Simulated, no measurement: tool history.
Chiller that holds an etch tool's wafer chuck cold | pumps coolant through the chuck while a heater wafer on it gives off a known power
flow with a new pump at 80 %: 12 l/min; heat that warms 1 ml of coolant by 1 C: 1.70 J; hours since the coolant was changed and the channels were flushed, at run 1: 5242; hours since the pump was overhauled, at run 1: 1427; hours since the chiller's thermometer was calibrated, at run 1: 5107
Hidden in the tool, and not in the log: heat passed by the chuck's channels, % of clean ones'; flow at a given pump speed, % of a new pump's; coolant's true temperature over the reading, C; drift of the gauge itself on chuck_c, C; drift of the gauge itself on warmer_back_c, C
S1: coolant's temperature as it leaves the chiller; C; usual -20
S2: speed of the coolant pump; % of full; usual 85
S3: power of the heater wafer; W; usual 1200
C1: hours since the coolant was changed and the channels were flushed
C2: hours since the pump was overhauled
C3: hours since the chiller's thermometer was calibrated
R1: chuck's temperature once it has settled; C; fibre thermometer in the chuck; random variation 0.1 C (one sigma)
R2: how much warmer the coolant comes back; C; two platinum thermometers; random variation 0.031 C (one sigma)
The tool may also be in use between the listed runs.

| run | hour | S1 | S2 | S3 | C1 | C2 | C3 | R1 | R2 |
|---|---|---|---|---|---|---|---|---|---|
| 1 | 0 | -20 | 85 | 1200 | 5242 | 1427 | 5107 | -5.6 | 3.43 |
| 2 | 89.4 | -20 | 85 | 1200 | 5331 | 1516 | 5197 | -5.6 | 3.42 |
|  | 103.6 | coolant changed, channels flushed |
| 3 | 211.3 | -20 | 85 | 1200 | 108 | 1632 | 5313 | -6.8 | 3.44 |
| 4 | 310.6 | -20 | 85 | 1200 | 207 | 1731 | 5412 | -6.6 | 3.48 |
|  | 347.8 | chiller's thermometer calibrated |
| 5 | 370.8 | -20 | 85 | 1200 | 266 | 1790 | 23 | -7.8 | 3.45 |
| 6 | 480.7 | -20 | 85 | 1200 | 376 | 1900 | 133 | -7.5 | 3.4 |
| 7 | 529.7 | -20 | 85 | 1200 | 425 | 1949 | 182 | -7.6 | 3.47 |
| 8 | 605 | -20 | 85 | 1200 | 500 | 2025 | 257 | -7.6 | 3.5 |
| 9 | 699.3 | -20 | 85 | 1200 | 595 | 2119 | 352 | -7.5 | 3.46 |
| 10 | 788.8 | -20 | 85 | 796 | 684 | 2208 | 441 | -11.6 | 2.37 |
| 11 | 851.2 | -20 | 85 | 796 | 747 | 2271 | 503 | -11.6 | 2.33 |
| 12 | 902 | -20 | 85 | 796 | 797 | 2322 | 554 | -11.5 | 2.29 |
| 13 | 1016.8 | -20 | 85 | 796 | 912 | 2436 | 669 | -11.5 | 2.34 |
| 14 | 1090.4 | -20 | 85 | 796 | 986 | 2510 | 743 | -11.5 | 2.31 |
| 15 | 1151.6 | -20 | 85 | 1200 | 1047 | 2571 | 804 | -7.3 | 3.55 |
| 16 | 1269.4 | -20 | 85 | 1200 | 1165 | 2689 | 922 | -7.1 | 3.6 |
| 17 | 1362.5 | -20 | 95 | 1749 | 1258 | 2782 | 1015 | -2.9 | 4.64 |
| 18 | 1445.9 | -20 | 85 | 875 | 1341 | 2866 | 1098 | -10.5 | 2.55 |
| 19 | 1548.5 | -11 | 90 | 875 | 1444 | 2968 | 1201 | -1.9 | 2.46 |
| 20 | 1621.9 | -29 | 93 | 704 | 1517 | 3042 | 1274 | -21.6 | 1.84 |
| 21 | 1720.1 | -26 | 78 | 1200 | 1616 | 3140 | 1372 | -11.7 | 3.94 |
| 22 | 1817.7 | -26 | 78 | 1200 | 1713 | 3237 | 1470 | -11.8 | 3.89 |
| 23 | 1870.1 | -26 | 78 | 1200 | 1766 | 3290 | 1522 | -11.7 | 3.95 |
| 24 | 1963.1 | -26 | 78 | 1200 | 1859 | 3383 | 1615 | -11.6 | 3.88 |
| 25 | 2014.3 | -26 | 78 | 1200 | 1910 | 3434 | 1667 | -11.4 | 3.97 |
| 26 | 2114.2 | -15 | 68 | 1482 | 2010 | 3534 | 1766 | 5 | 5.57 |
| 27 | 2176.2 | -21 | 87 | 1012 | 2072 | 3596 | 1828 | -9.7 | 2.99 |
| 28 | 2271.2 | -21 | 87 | 1012 | 2167 | 3691 | 1923 | -9.8 | 2.99 |
| 29 | 2342 | -21 | 87 | 1012 | 2237 | 3762 | 1994 | -9.6 | 2.98 |
| 30 | 2408.7 | -21 | 87 | 1012 | 2304 | 3828 | 2061 | -9.5 | 2.98 |
| 31 | 2520.7 | -21 | 97 | 1751 | 2416 | 3940 | 2173 | -3.1 | 4.62 |

Forecast each of these 4 alternatives for the next run:
| A | 2604.2 | -21 | 74 | 784 | 2500 | 4024 | 2256 | ? | ? |
| B | 2604.2 | -17 | 61 | 715 | 2500 | 4024 | 2256 | ? | ? |
| C | 2604.2 | -20 | 76 | 752 | 2500 | 4024 | 2256 | ? | ? |
| D | 2604.2 | -12 | 97 | 1751 | 2500 | 4024 | 2256 | ? | ? |

| run | R1 | R2 |
|---|---|---|
| A | -10.7 | 2.77 |
| B | -5.7 | 3.06 |
| C | -10.2 | 2.51 |
| D | 5.9 | 4.64 |
Without the tool's hidden state the same runs would have given:
| run | R1 | R2 |
|---|---|---|
| A | -12.4 | 2.53 |
| B | -7.5 | 2.79 |
| C | -11.8 | 2.29 |
| D | 3.2 | 4.24 |
